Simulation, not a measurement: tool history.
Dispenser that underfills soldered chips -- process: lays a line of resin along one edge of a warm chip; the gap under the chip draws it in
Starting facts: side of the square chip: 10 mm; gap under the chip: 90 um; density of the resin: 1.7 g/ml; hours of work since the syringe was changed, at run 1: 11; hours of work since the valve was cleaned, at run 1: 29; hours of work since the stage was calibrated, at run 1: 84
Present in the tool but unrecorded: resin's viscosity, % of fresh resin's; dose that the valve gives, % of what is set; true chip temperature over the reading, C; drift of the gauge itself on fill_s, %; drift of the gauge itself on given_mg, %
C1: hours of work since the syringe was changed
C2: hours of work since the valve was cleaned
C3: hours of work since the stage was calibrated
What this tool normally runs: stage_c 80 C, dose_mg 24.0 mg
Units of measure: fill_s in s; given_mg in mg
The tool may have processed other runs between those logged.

{"run": 1, "hour": 0.0, "stage_c": 80, "dose_mg": 24.0, "C1": 11, "C2": 29, "C3": 84, "fill_s": 32.0, "given_mg": 23.43}
{"hour": 0.9, "done": "new syringe of resin"}
{"run": 2, "hour": 2.6, "stage_c": 80, "dose_mg": 24.0, "C1": 1, "C2": 30, "C3": 85, "fill_s": 19.4, "given_mg": 23.57}
{"run": 3, "hour": 6.4, "stage_c": 80, "dose_mg": 24.0, "C1": 4, "C2": 33, "C3": 88, "fill_s": 21.9, "given_mg": 23.39}
{"run": 4, "hour": 9.4, "stage_c": 80, "dose_mg": 24.0, "C1": 6, "C2": 35, "C3": 90, "fill_s": 24.1, "given_mg": 23.33}
{"run": 5, "hour": 14.0, "stage_c": 80, "dose_mg": 24.0, "C1": 9, "C2": 38, "C3": 93, "fill_s": 28.5, "given_mg": 23.43}
{"hour": 18.0, "done": "new syringe of resin"}
{"run": 6, "hour": 19.1, "stage_c": 80, "dose_mg": 24.0, "C1": 1, "C2": 42, "C3": 96, "fill_s": 18.4, "given_mg": 23.28}
{"run": 7, "hour": 23.2, "stage_c": 80, "dose_mg": 24.0, "C1": 4, "C2": 44, "C3": 99, "fill_s": 21.0, "given_mg": 23.2}
{"run": 8, "hour": 25.2, "stage_c": 80, "dose_mg": 28.0, "C1": 5, "C2": 46, "C3": 101, "fill_s": 22.4, "given_mg": 27.13}
{"run": 9, "hour": 27.7, "stage_c": 80, "dose_mg": 28.0, "C1": 7, "C2": 47, "C3": 102, "fill_s": 24.5, "given_mg": 27.07}
{"run": 10, "hour": 32.5, "stage_c": 80, "dose_mg": 24.0, "C1": 10, "C2": 51, "C3": 106, "fill_s": 29.3, "given_mg": 23.27}
{"hour": 35.1, "done": "new syringe of resin"}
{"run": 11, "hour": 36.9, "stage_c": 80, "dose_mg": 24.0, "C1": 1, "C2": 54, "C3": 109, "fill_s": 18.9, "given_mg": 23.01}
{"run": 12, "hour": 40.7, "stage_c": 80, "dose_mg": 26.2, "C1": 4, "C2": 56, "C3": 111, "fill_s": 21.9, "given_mg": 24.98}
{"run": 13, "hour": 43.1, "stage_c": 94, "dose_mg": 26.2, "C1": 6, "C2": 58, "C3": 113, "fill_s": 12.9, "given_mg": 25.1}
{"run": 14, "hour": 47.1, "stage_c": 71, "dose_mg": 24.0, "C1": 8, "C2": 61, "C3": 116, "fill_s": 40.9, "given_mg": 22.84}
{"hour": 52.1, "done": "new syringe of resin"}
{"run": 15, "hour": 52.1, "stage_c": 90, "dose_mg": 24.0, "C1": 0, "C2": 64, "C3": 119, "fill_s": 11.9, "given_mg": 22.85}
{"run": 16, "hour": 55.1, "stage_c": 90, "dose_mg": 24.0, "C1": 2, "C2": 66, "C3": 121, "fill_s": 13.0, "given_mg": 22.83}
{"run": 17, "hour": 59.6, "stage_c": 90, "dose_mg": 24.0, "C1": 5, "C2": 69, "C3": 124, "fill_s": 15.9, "given_mg": 22.88}
{"run": 18, "hour": 61.7, "stage_c": 80, "dose_mg": 24.0, "C1": 7, "C2": 71, "C3": 126, "fill_s": 25.6, "given_mg": 22.69}
{"run": 19, "hour": 66.0, "stage_c": 83, "dose_mg": 24.0, "C1": 10, "C2": 74, "C3": 129, "fill_s": 26.6, "given_mg": 22.8}
{"run": 20, "hour": 68.8, "stage_c": 83, "dose_mg": 24.0, "C1": 12, "C2": 76, "C3": 131, "fill_s": 29.2, "given_mg": 22.58}
{"hour": 69.3, "done": "new syringe of resin"}
{"run": 21, "hour": 71.1, "stage_c": 73, "dose_mg": 29.4, "C1": 1, "C2": 77, "C3": 132, "fill_s": 25.8, "given_mg": 27.94}

For run 22, what comes out?
{"run": 22, "hour": 73.6, "stage_c": 90, "dose_mg": 29.4, "C1": 3, "C2": 79, "C3": 134, "fill_s": "?", "given_mg": "?"}

{"run 22": {"fill_s": 13.5, "given_mg": 27.8}}
If the tool had no hidden condition, the same run with the same run-to-run variation would have returned fill_s 11.3 s, given_mg 29.46 mg.

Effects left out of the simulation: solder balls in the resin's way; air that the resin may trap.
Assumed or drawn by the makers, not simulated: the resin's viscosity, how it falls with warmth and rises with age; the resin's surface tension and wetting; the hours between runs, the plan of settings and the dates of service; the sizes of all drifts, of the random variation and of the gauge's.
